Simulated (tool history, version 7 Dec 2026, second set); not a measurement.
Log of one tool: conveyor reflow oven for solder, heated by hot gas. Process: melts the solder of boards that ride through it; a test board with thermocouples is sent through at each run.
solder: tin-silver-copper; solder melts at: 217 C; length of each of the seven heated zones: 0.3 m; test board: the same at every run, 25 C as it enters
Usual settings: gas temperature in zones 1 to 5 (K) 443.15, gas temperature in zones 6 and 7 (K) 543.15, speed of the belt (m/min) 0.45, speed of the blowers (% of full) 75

run    hour  gas temperature in zones 1 to 5 (K)  gas temperature in zones 6 and 7 (K)  speed of the belt (m/min)  speed of the blowers (% of full)  highest temperature of the board (K)  time above the solder's melting point (s)
  1       0                               443.15                                543.15                       0.45                                75                                527.55                                       60.5
  2    37.9                               443.15                                543.15                       0.45                                75                                527.25                                         60
  3    89.4                               443.15                                543.15                      0.461                                75                                526.45                                       57.5
  4   117.8                               443.15                                543.15                      0.461                                75                                526.15                                       57.5
  5   155.8                               443.15                                543.15                       0.45                                75                                527.05                                       59.7
  6   187.8                               443.15                                543.15                       0.45                                75                                526.85                                       59.5
  7   241.8                               443.15                                543.15                       0.45                                75                                527.05                                       59.3
      283.1  -- thermocouples of zones 6 and 7 changed
  8   287.4                               443.15                                543.15                       0.45                                75                                524.25                                       57.7
  9   313.3                               434.15                                543.15                       0.45                                75                                522.25                                         53
      320.7  -- belt drive overhauled, speed set with a stopwatch
 10   354.7                               434.15                                543.15                      0.509                                75                                517.55                                       41.7
 11   402.1                               434.15                                543.15                      0.509                                75                                517.25                                       41.3
      421.8  -- flux residue cleaned out of gas plates and filters
 12   446.7                               443.15                                543.15                       0.45                                75                                527.35                                       60.9
 13   474.6                               443.15                                543.15                       0.45                                75                                527.75                                       60.9
 14   517.9                               443.15                                543.15                       0.45                                75                                527.45                                       60.8
 15   555.7                               434.15                                551.15                       0.45                                69                                531.25                                       60.5
 16   580.8                               434.15                                551.15                       0.45                                69                                530.65                                       60.1
      594.6  -- belt drive overhauled, speed set with a stopwatch, once more
 17   630.1                               434.15                                544.15                      0.538                                63                                514.65                                       35.8
 18   686.5                               443.15                                543.15                      0.446                                76                                526.45                                       59.4
 19   727.5                               456.15                                556.15                      0.427                                63                                538.65                                         75
 20   759.5                               456.15                                531.15                      0.427                                63                                517.55                                       59.5
 21   809.3                               456.15                                531.15                      0.427                                63                                517.55                                       59.3
 22   843.8                               443.15                                540.15                      0.369                                64                                527.25                                       73.5
 23   881.1                               443.15                                540.15                      0.369                                64                                526.95                                       73.5
 24   907.1                               430.15                                543.15                       0.45                                55                                517.25                                         45
 25   959.6                               443.15                                537.15                      0.454                                63                                517.05                                       48.8
 26  1015.9                               442.15                                537.15                      0.504                                63                                511.95                                         38
 27  1046.4                               443.15                                553.15                      0.477                                64                                527.35                                       55.2
     1062.6  -- flux residue cleaned out of gas plates and filters
 28  1080.4                               443.15                                553.15                      0.477                                64                                532.45                                       58.7

Forecast each of these 5 alternatives for the next run:
  A  1129.6                               431.15                                553.15                      0.477                                57                                     ?                                          ?
  B  1129.6                               443.15                                543.15                       0.45                                63                                     ?                                          ?
  C  1129.6                               432.15                                544.15                      0.477                                62                                     ?                                          ?
  D  1129.6                               443.15                                538.15                      0.444                                64                                     ?                                          ?
  E  1129.6                               443.15                                553.15                      0.409                                67                                     ?                                          ?

run  highest temperature of the board (K)  time above the solder's melting point (s)
  A                                527.15                                       51.6
  B                                525.65                                       58.3
  C                                521.65                                       47.7
  D                                522.05                                       56.1
  E                                538.85                                         74
Without the tool's hidden state the same runs would have given:
run  highest temperature of the board (K)  time above the solder's melting point (s)
  A                                525.45                                       50.1
  B                                523.85                                       56.6
  C                                519.95                                       46.1
  D                                520.25                                       54.3
  E                                536.95                                       72.5
